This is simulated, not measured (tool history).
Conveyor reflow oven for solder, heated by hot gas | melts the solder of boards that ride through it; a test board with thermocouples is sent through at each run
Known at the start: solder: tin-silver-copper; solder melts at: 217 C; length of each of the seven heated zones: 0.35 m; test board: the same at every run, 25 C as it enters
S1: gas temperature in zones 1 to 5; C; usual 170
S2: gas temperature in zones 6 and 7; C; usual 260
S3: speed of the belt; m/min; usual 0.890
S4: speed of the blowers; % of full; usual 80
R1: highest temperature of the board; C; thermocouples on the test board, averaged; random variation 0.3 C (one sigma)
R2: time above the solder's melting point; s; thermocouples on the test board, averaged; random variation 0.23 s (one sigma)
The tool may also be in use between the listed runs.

run   hour   S1   S2     S3  S4     R1    R2
  1    0.0  170  260  0.890  80  244.7  31.5
  2   45.4  170  260  0.890  80  244.2  31.2
  3   76.6  170  260  0.890  80  244.1  30.9
  4  111.0  170  260  0.890  80  243.8  30.9
  5  139.5  170  260  0.890  80  244.7  31.0
  6  161.7  170  260  0.890  68  240.8  28.2
  7  196.3  170  260  0.890  68  240.4  28.0
  8  223.8  170  260  0.890  68  241.1  27.8
  9  246.3  170  269  0.890  80  250.4  34.2
 10  272.0  170  269  0.890  80  251.1  34.4
 11  300.3  170  270  0.890  80  251.9  34.3
 12  320.0  170  270  0.890  80  251.4  34.2
 13  361.3  170  260  0.890  82  242.9  30.2
 14  400.6  170  260  0.890  82  242.6  29.3
 15  443.0  170  260  0.890  82  247.9  33.7
 16  465.1  170  260  0.890  82  247.6  33.8
 17  512.8  176  260  0.836  80  248.4  37.0
 18  540.1  176  260  0.836  80  246.5  35.6
 19  584.3  176  274  0.735  80  262.5  48.7
 20  623.3  163  274  0.762  80  259.1  42.9
 21  652.9  163  274  0.762  63  255.3  39.9
 22  689.8  163  274  0.762  63  254.5  39.9
 23  731.7  165  265  0.935  68  241.0  25.2
 24  756.1  177  262  1.051  53  232.2  16.4
 25  792.3  165  248  0.907  63  226.6  14.5
 26  812.9  165  248  0.907  63  227.2  14.1
 27  840.0  157  260  0.890  85  241.3  25.3
 28  864.3  170  263  0.788  80  248.1  37.6
 29  908.3  172  260  0.890  60  236.3  25.1
 30  933.7  183  261  0.890  60  240.4  30.0
 31  958.0  183  261  0.890  60  240.9  29.5

Not shown: 3 entries that the log had between the listed runs. Between which runs, and how does the tool's hidden state differ before and after?
Between runs 14 and 15: flux residue cleaned out of gas plates and filters (hour 437.8)
  heat that the gas passes to the board, % of a clean oven's: 83.1 -> 99.7; belt's true speed, % of the reading: 96.82 -> 96.73; true gas temperature in zones 6 and 7 over the reading, C: 1.76 -> 1.83
  measured less the result without the state, R1: -2.8 -> +2.5 C; R2: -1.6 -> +2.5 s
Between runs 16 and 17: belt drive overhauled, speed set with a stopwatch (hour 476.2)
  heat that the gas passes to the board, % of a clean oven's: 99 -> 97.6; belt's true speed, % of the reading: 96.68 -> 99.98; true gas temperature in zones 6 and 7 over the reading, C: 1.88 -> 1.96
  measured less the result without the state, R1: +2.3 -> +1.1 C; R2: +2.5 -> +0.4 s
Between runs 17 and 18: thermocouples of zones 6 and 7 changed (hour 520.8)
  heat that the gas passes to the board, % of a clean oven's: 97.6 -> 96.7; belt's true speed, % of the reading: 99.98 -> 99.92; true gas temperature in zones 6 and 7 over the reading, C: 1.96 -> 0
  measured less the result without the state, R1: +1.1 -> -0.8 C; R2: +0.4 -> -0.6 s
